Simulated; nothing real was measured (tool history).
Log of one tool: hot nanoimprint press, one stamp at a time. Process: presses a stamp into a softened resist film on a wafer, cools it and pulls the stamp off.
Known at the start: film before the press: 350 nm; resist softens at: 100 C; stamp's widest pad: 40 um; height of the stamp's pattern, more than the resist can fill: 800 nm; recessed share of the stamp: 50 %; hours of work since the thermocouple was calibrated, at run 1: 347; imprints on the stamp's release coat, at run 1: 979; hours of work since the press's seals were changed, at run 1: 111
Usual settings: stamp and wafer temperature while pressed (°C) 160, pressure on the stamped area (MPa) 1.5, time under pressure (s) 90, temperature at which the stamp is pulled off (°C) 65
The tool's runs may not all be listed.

run	day	stamp and wafer temperature while pressed (°C)	pressure on the stamped area (MPa)	time under pressure (s)	temperature at which the stamp is pulled off (°C)	hours of work since the thermocouple was calibrated	imprints on the stamp's release coat	hours of work since the press's seals were changed	resist left under the stamp's widest pad (angstrom)	greatest force while the stamp is pulled off (N)
1	0	160	1.5	90	65	347	979	111	1988	173
2	0.388	160	1.5	90	65	354	1006	118	1984	186
3	0.783	160	1.5	90	65	361	1034	125	1988	187
4	1.346	160	1.5	90	65	371	1073	134	1980	185
5	1.858	160	1.5	90	65	380	1109	143	1992	199
6	2.325	160	1.5	90	65	388	1142	151	1993	197
7	2.812	160	1.5	90	65	396	1177	160	1993	188
8	3.179	160	1.5	90	61	403	1202	166	2000	216
9	3.767	160	1.5	90	65	413	1244	176	2006	195
10	4.021	160	0.91	90	65	417	1261	181	2393	196
11	4.362	160	0.91	90	65	423	1286	187	2396	194
12	4.858	160	0.91	90	65	432	1320	195	2405	203
13	5.146	160	0.91	90	57	437	1340	200	2401	247
14	5.658	160	0.91	90	57	446	1377	209	2427	242
15	6.221	160	0.91	90	57	455	1416	219	2395	244
16	6.679	160	0.91	90	57	463	1449	227	2405	260
17	7.142	165	1.5	90	56	471	1481	235	1517	264
18	7.738	165	1.5	90	56	482	1523	245	1522	261
19	8.058	152	1.5	90	66	487	1545	251	2902	203
20	8.621	152	1.84	90	59	497	1585	260	2743	252
21	9.204	148	1.84	90	59	507	1626	271	3097	247
22	9.525	148	1.45	90	68	513	1649	276	3199	203
23	9.838	171	0.98	90	65	518	1671	282	1321	225
24	10.338	171	0.98	90	65	527	1706	290	1315	220
25	10.708	171	0.98	90	65	533	1732	297	1322	231
# day 10.988: plate thermocouple calibrated
26	11.146	168	0.98	90	56	3	1754	302	1461	271
27	11.45	150	0.98	45	56	8	1775	307	3306	268

Run 28 comes next. What will it give?
28	11.742	150	0.98	45	56	13	1796	312	?	?

resist left under the stamp's widest pad (angstrom): 3302
greatest force while the stamp is pulled off (N): 275
Without the tool's hidden state the same run would have given resist left under the stamp's widest pad (angstrom) 3300, greatest force while the stamp is pulled off (N) 174.

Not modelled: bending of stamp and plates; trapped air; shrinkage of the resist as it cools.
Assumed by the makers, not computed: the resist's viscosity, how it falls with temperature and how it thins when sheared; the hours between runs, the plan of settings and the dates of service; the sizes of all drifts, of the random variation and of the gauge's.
